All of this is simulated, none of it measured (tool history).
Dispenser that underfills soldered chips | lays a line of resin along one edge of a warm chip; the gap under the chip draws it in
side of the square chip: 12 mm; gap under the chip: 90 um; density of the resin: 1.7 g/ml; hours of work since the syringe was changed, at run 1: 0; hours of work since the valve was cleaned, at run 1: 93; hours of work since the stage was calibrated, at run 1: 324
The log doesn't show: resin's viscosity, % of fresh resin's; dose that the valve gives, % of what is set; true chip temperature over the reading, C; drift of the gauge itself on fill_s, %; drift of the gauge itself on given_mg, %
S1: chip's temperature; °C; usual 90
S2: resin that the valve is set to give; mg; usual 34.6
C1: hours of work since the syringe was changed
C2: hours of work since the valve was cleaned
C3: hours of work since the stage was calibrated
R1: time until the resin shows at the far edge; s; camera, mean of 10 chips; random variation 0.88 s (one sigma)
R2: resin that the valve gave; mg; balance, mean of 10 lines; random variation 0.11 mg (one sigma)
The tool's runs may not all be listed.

run	hour	S1	S2	C1	C2	C3	R1	R2
1	0.0	90	34.6	0	93	324	87.9	32.92
2	5.9	77	34.6	5	97	328	156.2	33.00
# hour 7.6: new syringe of resin
3	13.0	77	34.6	4	103	333	152.6	32.86
# hour 14.9: new syringe of resin
4	20.4	77	40.5	4	108	339	151.7	38.42
# hour 22.3: new syringe of resin
# hour 29.7: new syringe of resin
5	30.1	77	40.5	0	115	346	130.7	38.40
# hour 36.9: new syringe of resin
6	36.9	77	40.5	0	120	351	127.2	38.07
7	41.7	77	40.5	4	124	355	147.4	38.15
# hour 44.2: new syringe of resin
# hour 51.7: new syringe of resin
8	52.1	90	34.6	0	131	362	92.2	32.50
# hour 56.2: dispensing valve cleaned and set on the balance
# hour 60.4: new syringe of resin
9	62.4	90	34.6	2	5	369	94.8	34.57
# hour 67.7: new syringe of resin
10	68.9	90	31.0	1	9	374	91.0	30.82
# hour 75.1: new syringe of resin
11	75.9	90	40.8	1	14	379	88.5	40.74
12	80.9	90	40.8	4	18	383	106.1	40.42
# hour 82.9: new syringe of resin
# hour 90.4: new syringe of resin
13	90.4	80	40.8	0	25	389	118.4	40.29
14	94.9	90	34.6	3	28	393	100.0	33.99
# hour 97.7: new syringe of resin
15	103.3	96	41.6	4	35	399	88.1	40.88
# hour 105.2: new syringe of resin
16	109.7	96	41.6	3	39	404	80.8	41.00
# hour 112.7: new syringe of resin
# hour 120.5: new syringe of resin
17	121.1	82	42.6	0	48	412	112.1	41.58
18	127.3	89	31.7	5	52	417	113.1	30.75
# hour 128.6: new syringe of resin
# hour 136.5: new syringe of resin
19	138.4	89	31.7	1	60	425	98.7	30.82
20	143.0	94	30.0	5	64	428	97.6	29.12
# hour 143.8: new syringe of resin
21	150.4	103	34.7	5	69	434	72.2	33.60
# hour 151.5: new syringe of resin
22	156.0	103	43.9	3	73	438	69.1	42.39
# hour 159.1: new syringe of resin
23	165.1	103	43.9	5	80	445	73.6	42.36
# hour 166.5: new syringe of resin
# hour 174.0: new syringe of resin
24	176.3	82	38.7	2	88	453	122.9	37.08
# hour 181.4: new syringe of resin
25	184.7	76	31.9	2	94	459	154.7	30.57
# hour 188.9: new syringe of resin
26	193.4	76	31.9	3	101	465	161.9	30.33
# hour 196.2: new syringe of resin
27	202.7	76	31.9	5	108	472	169.5	30.16
# hour 203.8: new syringe of resin
28	208.8	76	31.9	4	112	477	164.3	30.24

How the hidden state differs across the entries between the runs, from the last listed run before each to the first after it:
Between runs 2 and 3: new syringe of resin (hour 7.6)
  resin's viscosity, % of fresh resin's: 121.3 -> 118.5; dose that the valve gives, % of what is set: 95.26 -> 95.01; true chip temperature over the reading, C: -1.6 -> -1.62
  measured less the result without the state, R1: +34.6 -> +31.1 s; R2: -1.63 -> -1.73 mg
Between runs 3 and 4: new syringe of resin (hour 14.9)
  resin's viscosity, % of fresh resin's: 118.5 -> 118.4; dose that the valve gives, % of what is set: 95.01 -> 94.75; true chip temperature over the reading, C: -1.62 -> -1.65
  measured less the result without the state, R1: +31.1 -> +30.6 s; R2: -1.73 -> -2.13 mg
Between runs 4 and 5: new syringe of resin (hour 22.3); new syringe of resin (hour 29.7)
  resin's viscosity, % of fresh resin's: 118.4 -> 102.4; dose that the valve gives, % of what is set: 94.75 -> 94.43; true chip temperature over the reading, C: -1.65 -> -1.68
  measured less the result without the state, R1: +30.6 -> +10.1 s; R2: -2.13 -> -2.26 mg
Between runs 5 and 6: new syringe of resin (hour 36.9)
  resin's viscosity, % of fresh resin's: 102.4 -> 99.8; dose that the valve gives, % of what is set: 94.43 -> 94.19; true chip temperature over the reading, C: -1.68 -> -1.7
  measured less the result without the state, R1: +10.1 -> +6.9 s; R2: -2.26 -> -2.35 mg
Between runs 7 and 8: new syringe of resin (hour 44.2); new syringe of resin (hour 51.7)
  resin's viscosity, % of fresh resin's: 115.8 -> 103; dose that the valve gives, % of what is set: 94.02 -> 93.65; true chip temperature over the reading, C: -1.72 -> -1.76
  measured less the result without the state, R1: +27.3 -> +7.9 s; R2: -2.42 -> -2.20 mg
Between runs 8 and 9: dispensing valve cleaned and set on the balance (hour 56.2); new syringe of resin (hour 60.4)
  resin's viscosity, % of fresh resin's: 103 -> 107; dose that the valve gives, % of what is set: 93.65 -> 99.73; true chip temperature over the reading, C: -1.76 -> -1.79
  measured less the result without the state, R1: +7.9 -> +10.7 s; R2: -2.20 -> -0.10 mg
Between runs 9 and 10: new syringe of resin (hour 67.7)
  resin's viscosity, % of fresh resin's: 107 -> 102.8; dose that the valve gives, % of what is set: 99.73 -> 99.48; true chip temperature over the reading, C: -1.79 -> -1.81
  measured less the result without the state, R1: +10.7 -> +7.2 s; R2: -0.10 -> -0.16 mg
Between runs 10 and 11: new syringe of resin (hour 75.1)
  resin's viscosity, % of fresh resin's: 102.8 -> 102.2; dose that the valve gives, % of what is set: 99.48 -> 99.23; true chip temperature over the reading, C: -1.81 -> -1.83
  measured less the result without the state, R1: +7.2 -> +6.5 s; R2: -0.16 -> -0.32 mg
Between runs 12 and 13: new syringe of resin (hour 82.9); new syringe of resin (hour 90.4)
  resin's viscosity, % of fresh resin's: 119.3 -> 100; dose that the valve gives, % of what is set: 99.06 -> 98.73; true chip temperature over the reading, C: -1.84 -> -1.88
  measured less the result without the state, R1: +21.8 -> +6.8 s; R2: -0.38 -> -0.52 mg
Between runs 14 and 15: new syringe of resin (hour 97.7)
  resin's viscosity, % of fresh resin's: 114.9 -> 120.9; dose that the valve gives, % of what is set: 98.59 -> 98.32; true chip temperature over the reading, C: -1.89 -> -1.92
  measured less the result without the state, R1: +17.8 -> +19.2 s; R2: -0.49 -> -0.70 mg
Between runs 15 and 16: new syringe of resin (hour 105.2)
  resin's viscosity, % of fresh resin's: 120.9 -> 113; dose that the valve gives, % of what is set: 98.32 -> 98.09; true chip temperature over the reading, C: -1.92 -> -1.94
  measured less the result without the state, R1: +19.2 -> +13.2 s; R2: -0.70 -> -0.80 mg
Between runs 16 and 17: new syringe of resin (hour 112.7); new syringe of resin (hour 120.5)
  resin's viscosity, % of fresh resin's: 113 -> 101.3; dose that the valve gives, % of what is set: 98.09 -> 97.71; true chip temperature over the reading, C: -1.94 -> -1.98
  measured less the result without the state, R1: +13.2 -> +8.1 s; R2: -0.80 -> -0.97 mg
Between runs 18 and 19: new syringe of resin (hour 128.6); new syringe of resin (hour 136.5)
  resin's viscosity, % of fresh resin's: 122.9 -> 107.2; dose that the valve gives, % of what is set: 97.48 -> 97.1; true chip temperature over the reading, C: -2 -> -2.03
  measured less the result without the state, R1: +26.9 -> +12.5 s; R2: -0.79 -> -0.92 mg
Between runs 20 and 21: new syringe of resin (hour 143.8)
  resin's viscosity, % of fresh resin's: 123.5 -> 120.4; dose that the valve gives, % of what is set: 96.93 -> 96.67; true chip temperature over the reading, C: -2.05 -> -2.07
  measured less the result without the state, R1: +23.7 -> +15.8 s; R2: -0.92 -> -1.15 mg
Between runs 21 and 22: new syringe of resin (hour 151.5)
  resin's viscosity, % of fresh resin's: 120.4 -> 113.8; dose that the valve gives, % of what is set: 96.67 -> 96.47; true chip temperature over the reading, C: -2.07 -> -2.09
  measured less the result without the state, R1: +15.8 -> +11.7 s; R2: -1.15 -> -1.55 mg
Between runs 22 and 23: new syringe of resin (hour 159.1)
  resin's viscosity, % of fresh resin's: 113.8 -> 121.5; dose that the valve gives, % of what is set: 96.47 -> 96.17; true chip temperature over the reading, C: -2.09 -> -2.12
  measured less the result without the state, R1: +11.7 -> +16.5 s; R2: -1.55 -> -1.69 mg
Between runs 23 and 24: new syringe of resin (hour 166.5); new syringe of resin (hour 174.0)
  resin's viscosity, % of fresh resin's: 121.5 -> 108.7; dose that the valve gives, % of what is set: 96.17 -> 95.79; true chip temperature over the reading, C: -2.12 -> -2.16
  measured less the result without the state, R1: +16.5 -> +17.4 s; R2: -1.69 -> -1.63 mg
Between runs 24 and 25: new syringe of resin (hour 181.4)
  resin's viscosity, % of fresh resin's: 108.7 -> 110.7; dose that the valve gives, % of what is set: 95.79 -> 95.48; true chip temperature over the reading, C: -2.16 -> -2.19
  measured less the result without the state, R1: +17.4 -> +25.5 s; R2: -1.63 -> -1.45 mg
Between runs 25 and 26: new syringe of resin (hour 188.9)
  resin's viscosity, % of fresh resin's: 110.7 -> 116; dose that the valve gives, % of what is set: 95.48 -> 95.16; true chip temperature over the reading, C: -2.19 -> -2.21
  measured less the result without the state, R1: +25.5 -> +33.1 s; R2: -1.45 -> -1.54 mg
Between runs 26 and 27: new syringe of resin (hour 196.2)
  resin's viscosity, % of fresh resin's: 116 -> 122.2; dose that the valve gives, % of what is set: 95.16 -> 94.82; true chip temperature over the reading, C: -2.21 -> -2.25
  measured less the result without the state, R1: +33.1 -> +41.8 s; R2: -1.54 -> -1.65 mg
Between runs 27 and 28: new syringe of resin (hour 203.8)
  resin's viscosity, % of fresh resin's: 122.2 -> 118; dose that the valve gives, % of what is set: 94.82 -> 94.62; true chip temperature over the reading, C: -2.25 -> -2.27
  measured less the result without the state, R1: +41.8 -> +36.2 s; R2: -1.65 -> -1.72 mg

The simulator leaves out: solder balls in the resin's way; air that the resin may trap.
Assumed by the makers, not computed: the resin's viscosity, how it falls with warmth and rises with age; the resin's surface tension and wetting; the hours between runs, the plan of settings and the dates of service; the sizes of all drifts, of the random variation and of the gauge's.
